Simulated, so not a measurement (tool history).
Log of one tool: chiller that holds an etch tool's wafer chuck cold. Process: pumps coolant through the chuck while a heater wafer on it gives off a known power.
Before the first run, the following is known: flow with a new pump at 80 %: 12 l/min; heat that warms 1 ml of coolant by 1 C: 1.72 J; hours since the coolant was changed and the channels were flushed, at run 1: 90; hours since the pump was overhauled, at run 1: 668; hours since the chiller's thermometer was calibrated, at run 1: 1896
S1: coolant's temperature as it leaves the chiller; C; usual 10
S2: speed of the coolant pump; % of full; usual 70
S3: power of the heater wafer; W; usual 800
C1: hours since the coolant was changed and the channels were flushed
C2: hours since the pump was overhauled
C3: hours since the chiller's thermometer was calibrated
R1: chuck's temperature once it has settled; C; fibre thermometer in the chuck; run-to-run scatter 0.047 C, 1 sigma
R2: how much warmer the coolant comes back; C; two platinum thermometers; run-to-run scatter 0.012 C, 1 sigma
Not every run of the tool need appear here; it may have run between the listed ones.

run	hour	S1	S2	S3	C1	C2	C3	R1	R2
1	0.0	10	70	800	90	668	1896	15.60	2.69
2	33.3	10	70	501	123	701	1929	13.53	1.69
3	69.2	10	70	501	159	737	1965	13.61	1.67
4	100.6	10	98	501	190	769	1996	12.83	1.14
5	127.8	10	70	800	218	796	2024	15.64	2.63
6	165.0	10	70	800	255	833	2061	15.60	2.62
7	212.4	10	70	800	302	881	2108	15.68	2.62
8	277.2	10	70	800	367	945	2173	15.63	2.58
# hour 305.5: chiller's thermometer calibrated
9	312.1	10	70	800	401	979	7	15.71	2.60
10	367.3	10	70	800	456	1034	62	15.70	2.58
11	411.6	10	70	800	500	1079	106	15.78	2.57
12	455.1	10	70	800	544	1122	150	15.75	2.56
13	496.7	10	70	800	586	1164	191	15.66	2.55
14	535.4	10	70	800	624	1203	230	15.67	2.52
15	584.2	10	70	800	673	1251	279	15.66	2.53
16	632.4	20	70	800	721	1300	327	25.59	2.53
17	675.9	20	70	800	765	1343	370	25.71	2.51
18	722.8	2	70	800	812	1390	417	7.69	2.48
19	787.4	2	75	569	876	1455	482	5.79	1.57
20	837.5	10	68	561	926	1505	532	14.06	1.71
21	872.3	7	69	1061	961	1539	567	14.61	3.39
22	935.0	17	70	547	1024	1602	630	20.82	1.57
23	996.3	15	70	894	1085	1664	691	21.38	2.71
24	1041.3	15	70	894	1130	1708	736	21.29	2.72
25	1094.7	2	70	800	1183	1762	789	7.72	2.39
26	1128.0	2	70	800	1217	1795	823	7.71	2.37
27	1161.5	10	61	800	1250	1829	856	16.26	2.80
28	1199.5	2	86	895	1288	1867	894	7.49	2.09
29	1249.2	2	86	895	1338	1916	944	7.39	2.06
30	1292.5	1	85	525	1381	1960	987	4.24	1.08
31	1347.7	1	85	525	1436	2015	1042	4.19	1.06

Run by run, hidden condition taken away, random variation retained:
Unlogged tool condition in this case: heat passed by the chuck's channels, % of clean ones'; flow at a given pump speed, % of a new pump's; coolant's true temperature over the reading, C; drift of the gauge itself on chuck_c, C; drift of the gauge itself on warmer_back_c, C.
run	R2
1	2.69
2	1.70
3	1.69
4	1.17
5	2.67
6	2.67
7	2.68
8	2.65
9	2.68
10	2.67
11	2.68
12	2.69
13	2.68
14	2.66
15	2.69
16	2.70
17	2.69
18	2.68
19	1.78
20	1.93
21	3.62
22	1.82
23	2.97
24	3.00
25	2.68
26	2.67
27	3.11
28	2.41
29	2.39
30	1.43
31	1.42
For R1, the value without the hidden state is never more than 0.01 C from the measured value.

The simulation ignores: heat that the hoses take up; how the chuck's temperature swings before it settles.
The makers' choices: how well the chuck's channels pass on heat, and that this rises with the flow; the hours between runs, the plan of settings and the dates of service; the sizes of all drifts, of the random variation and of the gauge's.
